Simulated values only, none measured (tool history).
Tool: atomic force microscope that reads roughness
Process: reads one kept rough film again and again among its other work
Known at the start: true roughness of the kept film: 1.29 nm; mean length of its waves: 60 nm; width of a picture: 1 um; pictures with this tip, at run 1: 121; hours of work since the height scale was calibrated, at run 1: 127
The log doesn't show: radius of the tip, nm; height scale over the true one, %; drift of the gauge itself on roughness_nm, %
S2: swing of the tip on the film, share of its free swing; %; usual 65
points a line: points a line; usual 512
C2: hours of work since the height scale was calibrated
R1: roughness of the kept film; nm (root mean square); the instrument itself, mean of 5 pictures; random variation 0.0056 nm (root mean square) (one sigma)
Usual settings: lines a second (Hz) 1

{"run": 1, "day": 0.0, "lines a second (Hz)": 1, "S2": 65, "points a line": 512, "pictures with this tip": 121, "C2": 127, "R1": 1.199}
{"run": 2, "day": 0.158, "lines a second (Hz)": 1, "S2": 65, "points a line": 512, "pictures with this tip": 127, "C2": 129, "R1": 1.2}
{"run": 3, "day": 0.442, "lines a second (Hz)": 1, "S2": 65, "points a line": 512, "pictures with this tip": 139, "C2": 132, "R1": 1.187}
{"run": 4, "day": 0.733, "lines a second (Hz)": 1, "S2": 65, "points a line": 650, "pictures with this tip": 151, "C2": 136, "R1": 1.193}
{"run": 5, "day": 1.033, "lines a second (Hz)": 1.25, "S2": 65, "points a line": 512, "pictures with this tip": 164, "C2": 140, "R1": 1.181}
{"day": 1.154, "done": "new tip fitted"}
{"run": 6, "day": 1.442, "lines a second (Hz)": 1.25, "S2": 65, "points a line": 512, "pictures with this tip": 12, "C2": 145, "R1": 1.218}
{"run": 7, "day": 1.65, "lines a second (Hz)": 1, "S2": 65, "points a line": 512, "pictures with this tip": 20, "C2": 147, "R1": 1.228}
{"run": 8, "day": 1.946, "lines a second (Hz)": 1.85, "S2": 65, "points a line": 512, "pictures with this tip": 33, "C2": 151, "R1": 1.208}
{"run": 9, "day": 2.112, "lines a second (Hz)": 1, "S2": 65, "points a line": 512, "pictures with this tip": 40, "C2": 153, "R1": 1.223}
{"run": 10, "day": 2.438, "lines a second (Hz)": 0.89, "S2": 65, "points a line": 512, "pictures with this tip": 53, "C2": 157, "R1": 1.212}
{"run": 11, "day": 2.704, "lines a second (Hz)": 1, "S2": 59, "points a line": 512, "pictures with this tip": 64, "C2": 161, "R1": 1.219}
{"run": 12, "day": 3.008, "lines a second (Hz)": 1, "S2": 59, "points a line": 512, "pictures with this tip": 77, "C2": 164, "R1": 1.216}
{"run": 13, "day": 3.392, "lines a second (Hz)": 0.72, "S2": 65, "points a line": 354, "pictures with this tip": 93, "C2": 169, "R1": 1.202}
{"run": 14, "day": 3.617, "lines a second (Hz)": 0.83, "S2": 87, "points a line": 512, "pictures with this tip": 102, "C2": 172, "R1": 1.162}
{"day": 3.675, "done": "height scale calibrated on a step standard"}
{"run": 15, "day": 3.938, "lines a second (Hz)": 0.83, "S2": 87, "points a line": 512, "pictures with this tip": 114, "C2": 3, "R1": 1.163}
{"run": 16, "day": 4.288, "lines a second (Hz)": 0.75, "S2": 69, "points a line": 507, "pictures with this tip": 128, "C2": 8, "R1": 1.188}
{"day": 4.525, "done": "height scale calibrated on a step standard, once more"}
{"run": 17, "day": 4.65, "lines a second (Hz)": 1.47, "S2": 82, "points a line": 734, "pictures with this tip": 142, "C2": 2, "R1": 1.123}
{"run": 18, "day": 4.892, "lines a second (Hz)": 1.47, "S2": 82, "points a line": 620, "pictures with this tip": 152, "C2": 5, "R1": 1.109}
{"run": 19, "day": 5.079, "lines a second (Hz)": 1.45, "S2": 88, "points a line": 446, "pictures with this tip": 160, "C2": 7, "R1": 1.083}
{"day": 5.304, "done": "new tip fitted"}
{"run": 20, "day": 5.442, "lines a second (Hz)": 1.45, "S2": 88, "points a line": 446, "pictures with this tip": 6, "C2": 11, "R1": 1.135}
{"run": 21, "day": 5.617, "lines a second (Hz)": 1.45, "S2": 88, "points a line": 446, "pictures with this tip": 13, "C2": 13, "R1": 1.129}
{"run": 22, "day": 5.962, "lines a second (Hz)": 1, "S2": 76, "points a line": 512, "pictures with this tip": 27, "C2": 18, "R1": 1.202}
{"run": 23, "day": 6.242, "lines a second (Hz)": 3.42, "S2": 76, "points a line": 512, "pictures with this tip": 39, "C2": 21, "R1": 1.082}
{"run": 24, "day": 6.467, "lines a second (Hz)": 2.59, "S2": 65, "points a line": 834, "pictures with this tip": 48, "C2": 24, "R1": 1.183}

Measured less the same run without the tool's hidden state. The same run-to-run variation is in both; the gauge's scatter may not be:
run=1 R1=-0.044
run=2 R1=-0.047
run=3 R1=-0.051
run=4 R1=-0.056
run=5 R1=-0.061
run=6 R1=-0.008
run=7 R1=-0.011
run=8 R1=-0.016
run=9 R1=-0.019
run=10 R1=-0.024
run=11 R1=-0.028
run=12 R1=-0.034
run=13 R1=-0.039
run=14 R1=-0.041
run=15 R1=-0.048
run=16 R1=-0.055
run=17 R1=-0.054
run=18 R1=-0.057
run=19 R1=-0.058
run=20 R1=-0.006
run=21 R1=-0.008
run=22 R1=-0.014
run=23 R1=-0.017
run=24 R1=-0.022

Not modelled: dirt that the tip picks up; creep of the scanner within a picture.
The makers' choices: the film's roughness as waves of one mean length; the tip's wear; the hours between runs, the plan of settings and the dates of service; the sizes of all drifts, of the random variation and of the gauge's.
